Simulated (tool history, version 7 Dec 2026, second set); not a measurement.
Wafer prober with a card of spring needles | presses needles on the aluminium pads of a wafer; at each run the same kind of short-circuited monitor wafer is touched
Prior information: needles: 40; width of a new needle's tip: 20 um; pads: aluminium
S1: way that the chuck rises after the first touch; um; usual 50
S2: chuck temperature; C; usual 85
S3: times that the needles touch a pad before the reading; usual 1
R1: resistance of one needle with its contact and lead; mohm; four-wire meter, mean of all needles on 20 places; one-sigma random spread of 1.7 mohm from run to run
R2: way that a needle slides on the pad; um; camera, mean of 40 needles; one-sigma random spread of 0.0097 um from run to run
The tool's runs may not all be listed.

| run | hour | S1 | S2 | S3 | R1 | R2 |
|---|---|---|---|---|---|---|
| 1 | 0 | 50 | 85 | 1 | 1003 | 12.479 |
|  | 1.8 | tips cleaned on abrasive film |
|  | 8.7 | height of the first contact set anew |
|  | 10.5 | tips cleaned on abrasive film |
|  | 17.6 | tips cleaned on abrasive film |
| 2 | 18 | 50 | 85 | 1 | 287 | 12.636 |
|  | 26.4 | tips cleaned on abrasive film |
|  | 34.1 | tips cleaned on abrasive film |
| 3 | 34.1 | 50 | 85 | 1 | 273 | 12.612 |
|  | 42.5 | tips cleaned on abrasive film |
|  | 50.5 | tips cleaned on abrasive film |
| 4 | 52 | 50 | 85 | 1 | 493 | 12.58 |
|  | 58.6 | tips cleaned on abrasive film |
|  | 66.8 | tips cleaned on abrasive film |
|  | 74.6 | tips cleaned on abrasive film |
| 5 | 79.3 | 50 | 85 | 1 | 881 | 12.569 |
|  | 82.5 | tips cleaned on abrasive film |
|  | 90.9 | tips cleaned on abrasive film |
|  | 98.8 | tips cleaned on abrasive film |
| 6 | 105.2 | 50 | 85 | 1 | 1076 | 12.523 |
|  | 106.7 | tips cleaned on abrasive film |
|  | 111.8 | tips cleaned on abrasive film, once more |
|  | 118.9 | tips cleaned on abrasive film |
| 7 | 121.9 | 50 | 85 | 1 | 745 | 12.487 |
|  | 127.2 | tips cleaned on abrasive film |
|  | 134.3 | tips cleaned on abrasive film |
| 8 | 135.2 | 50 | 45 | 1 | 428 | 12.464 |
|  | 142.2 | tips cleaned on abrasive film |
|  | 146 | height of the first contact set anew |
|  | 151.1 | tips cleaned on abrasive film |
| 9 | 151.7 | 50 | 45 | 1 | 333 | 12.637 |
|  | 158.5 | tips cleaned on abrasive film |
| 10 | 164.3 | 50 | 85 | 1 | 1053 | 12.635 |
|  | 166 | tips cleaned on abrasive film |
|  | 174.7 | tips cleaned on abrasive film |
|  | 182.7 | tips cleaned on abrasive film |
|  | 191.5 | tips cleaned on abrasive film |
| 11 | 192 | 50 | 85 | 1 | 358 | 12.582 |
|  | 198.7 | tips cleaned on abrasive film |
|  | 207.1 | tips cleaned on abrasive film |
|  | 215.3 | tips cleaned on abrasive film |
| 12 | 215.3 | 32 | 85 | 1 | 432 | 7.986 |
|  | 223.7 | tips cleaned on abrasive film |
|  | 232 | tips cleaned on abrasive film |
|  | 240.5 | tips cleaned on abrasive film |
| 13 | 240.5 | 32 | 85 | 1 | 356 | 7.944 |
|  | 248.5 | tips cleaned on abrasive film |
|  | 256.4 | tips cleaned on abrasive film |
|  | 265.2 | tips cleaned on abrasive film |
| 14 | 266.3 | 50 | 85 | 2 | 378 | 12.481 |
|  | 273 | tips cleaned on abrasive film |
|  | 281.1 | tips cleaned on abrasive film |
|  | 282.9 | height of the first contact set anew |
|  | 290 | tips cleaned on abrasive film |
| 15 | 293.5 | 59 | 85 | 2 | 452 | 14.929 |
|  | 298.4 | tips cleaned on abrasive film |
|  | 307.2 | tips cleaned on abrasive film |
|  | 315.6 | tips cleaned on abrasive film |
| 16 | 316.4 | 59 | 27 | 1 | 356 | 14.907 |
|  | 323.3 | tips cleaned on abrasive film |
|  | 331.2 | tips cleaned on abrasive film |
|  | 339.5 | tips cleaned on abrasive film |
| 17 | 339.9 | 59 | 27 | 1 | 300 | 14.858 |
|  | 347 | tips cleaned on abrasive film |
|  | 354.7 | tips cleaned on abrasive film |
| 18 | 357.8 | 41 | 105 | 1 | 1011 | 10.268 |

What will run 19 give?
|  | 363.1 | tips cleaned on abrasive film |
|  | 371.6 | tips cleaned on abrasive film |
|  | 378.7 | tips cleaned on abrasive film |
| 19 | 384.8 | 32 | 85 | 1 | ? | ? |

{"run 19": {"R1": 2397, "R2": 7.96}}
If the tool had no hidden condition, the same run with the same run-to-run variation would have returned R1 202 mohm, R2 8.101 um.

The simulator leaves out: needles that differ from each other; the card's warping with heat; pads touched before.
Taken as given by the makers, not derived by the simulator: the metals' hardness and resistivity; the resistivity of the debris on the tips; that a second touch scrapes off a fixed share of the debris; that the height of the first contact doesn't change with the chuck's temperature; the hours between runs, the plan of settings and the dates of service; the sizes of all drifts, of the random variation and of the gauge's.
